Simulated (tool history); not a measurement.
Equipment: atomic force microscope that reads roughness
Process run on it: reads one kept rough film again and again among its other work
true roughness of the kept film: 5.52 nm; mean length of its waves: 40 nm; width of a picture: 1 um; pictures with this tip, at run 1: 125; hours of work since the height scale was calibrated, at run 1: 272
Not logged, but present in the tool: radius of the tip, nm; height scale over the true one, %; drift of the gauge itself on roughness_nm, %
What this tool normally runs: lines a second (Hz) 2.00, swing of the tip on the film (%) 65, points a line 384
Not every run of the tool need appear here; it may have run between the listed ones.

| run | day | lines a second (Hz) | swing of the tip on the film (%) | points a line | pictures with this tip | hours of work since the height scale was calibrated | roughness of the kept film (nm (root mean square)) |
|---|---|---|---|---|---|---|---|
| 1 | 0.000 | 2.00 | 65 | 384 | 125 | 272 | 4.768 |
| 2 | 0.671 | 2.00 | 65 | 384 | 140 | 280 | 4.778 |
| 3 | 1.962 | 2.00 | 65 | 384 | 168 | 295 | 4.780 |
| 4 | 3.475 | 2.00 | 65 | 854 | 201 | 313 | 4.825 |
| 5 | 4.783 | 2.00 | 60 | 384 | 230 | 329 | 4.833 |
| 6 | 6.025 | 2.00 | 60 | 384 | 257 | 344 | 4.843 |
|  | 7.192 | new tip fitted |
| 7 | 7.292 | 2.00 | 60 | 384 | 2 | 358 | 4.830 |
| 8 | 8.496 | 2.00 | 65 | 384 | 28 | 372 | 4.801 |
| 9 | 10.100 | 2.00 | 65 | 384 | 63 | 391 | 4.818 |
| 10 | 11.712 | 2.00 | 65 | 384 | 99 | 411 | 4.800 |
| 11 | 12.429 | 2.00 | 65 | 384 | 114 | 419 | 4.790 |
| 12 | 13.971 | 2.00 | 65 | 384 | 148 | 437 | 4.773 |
| 13 | 15.021 | 2.00 | 65 | 384 | 171 | 450 | 4.769 |
| 14 | 16.529 | 2.00 | 65 | 384 | 204 | 468 | 4.767 |
| 15 | 17.683 | 2.00 | 65 | 384 | 229 | 481 | 4.796 |
| 16 | 18.754 | 2.00 | 65 | 384 | 253 | 494 | 4.781 |
| 17 | 19.471 | 2.00 | 65 | 384 | 268 | 502 | 4.755 |
|  | 20.154 | new tip fitted |
| 18 | 20.621 | 2.00 | 65 | 952 | 10 | 516 | 4.806 |
| 19 | 22.083 | 2.00 | 65 | 384 | 42 | 533 | 4.791 |
| 20 | 23.512 | 2.00 | 65 | 384 | 73 | 550 | 4.778 |
| 21 | 24.817 | 2.00 | 57 | 384 | 102 | 566 | 4.866 |
| 22 | 26.329 | 2.00 | 57 | 384 | 135 | 583 | 4.871 |
| 23 | 27.933 | 2.00 | 57 | 384 | 170 | 602 | 4.850 |
| 24 | 29.375 | 2.00 | 57 | 384 | 201 | 619 | 4.903 |
| 25 | 30.579 | 2.00 | 65 | 384 | 228 | 634 | 4.769 |
| 26 | 32.096 | 2.00 | 65 | 384 | 261 | 652 | 4.776 |
|  | 33.062 | new tip fitted |
| 27 | 33.717 | 2.00 | 65 | 384 | 14 | 671 | 4.803 |
| 28 | 34.821 | 2.48 | 83 | 474 | 38 | 684 | 4.341 |
| 29 | 36.325 | 2.00 | 69 | 494 | 71 | 702 | 4.746 |
| 30 | 37.004 | 2.00 | 69 | 494 | 86 | 710 | 4.743 |
| 31 | 38.246 | 2.00 | 69 | 494 | 113 | 724 | 4.743 |
| 32 | 39.275 | 1.36 | 60 | 440 | 135 | 736 | 4.876 |
| 33 | 40.742 | 1.36 | 60 | 440 | 167 | 754 | 4.907 |
| 34 | 41.583 | 1.36 | 56 | 297 | 186 | 764 | 4.906 |
| 35 | 42.717 | 2.00 | 61 | 307 | 211 | 777 | 4.819 |
| 36 | 43.496 | 3.22 | 65 | 885 | 228 | 786 | 4.692 |
| 37 | 44.612 | 3.22 | 65 | 885 | 252 | 800 | 4.709 |
| 38 | 45.538 | 3.22 | 65 | 490 | 272 | 811 | 4.669 |
|  | 46.017 | new tip fitted |
| 39 | 47.058 | 1.26 | 65 | 384 | 23 | 828 | 4.867 |
| 40 | 47.842 | 3.40 | 58 | 369 | 40 | 838 | 4.724 |
| 41 | 48.579 | 3.40 | 58 | 369 | 56 | 846 | 4.799 |
| 42 | 49.250 | 3.40 | 58 | 369 | 71 | 854 | 4.748 |
| 43 | 50.088 | 0.62 | 71 | 369 | 89 | 864 | 4.892 |
| 44 | 51.346 | 0.62 | 71 | 369 | 117 | 879 | 4.914 |
| 45 | 52.162 | 0.62 | 71 | 369 | 135 | 889 | 4.922 |
| 46 | 53.154 | 0.51 | 55 | 384 | 156 | 901 | 4.960 |
| 47 | 54.667 | 2.56 | 65 | 362 | 189 | 918 | 4.709 |
| 48 | 55.912 | 2.56 | 65 | 362 | 217 | 933 | 4.755 |
| 49 | 56.696 | 2.56 | 65 | 362 | 234 | 942 | 4.739 |
| 50 | 57.992 | 2.56 | 65 | 362 | 262 | 958 | 4.740 |
|  | 58.950 | new tip fitted |
| 51 | 59.450 | 2.00 | 59 | 384 | 11 | 975 | 4.847 |
| 52 | 60.712 | 0.91 | 65 | 384 | 39 | 990 | 4.909 |
| 53 | 61.400 | 0.91 | 65 | 384 | 54 | 998 | 4.877 |
| 54 | 62.533 | 0.82 | 65 | 374 | 79 | 1011 | 4.946 |

Forecast each of these 3 alternatives for the next run:
| A | 63.838 | 3.05 | 57 | 664 | 107 | 1027 | ? |
| B | 63.838 | 1.66 | 60 | 384 | 107 | 1027 | ? |
| C | 63.838 | 2.00 | 65 | 384 | 107 | 1027 | ? |

| run | roughness of the kept film (nm (root mean square)) |
|---|---|
| A | 4.816 |
| B | 4.859 |
| C | 4.814 |
Without the tool's unlogged condition, the same runs would have read:
| run | roughness of the kept film (nm (root mean square)) |
|---|---|
| A | 4.819 |
| B | 4.862 |
| C | 4.817 |
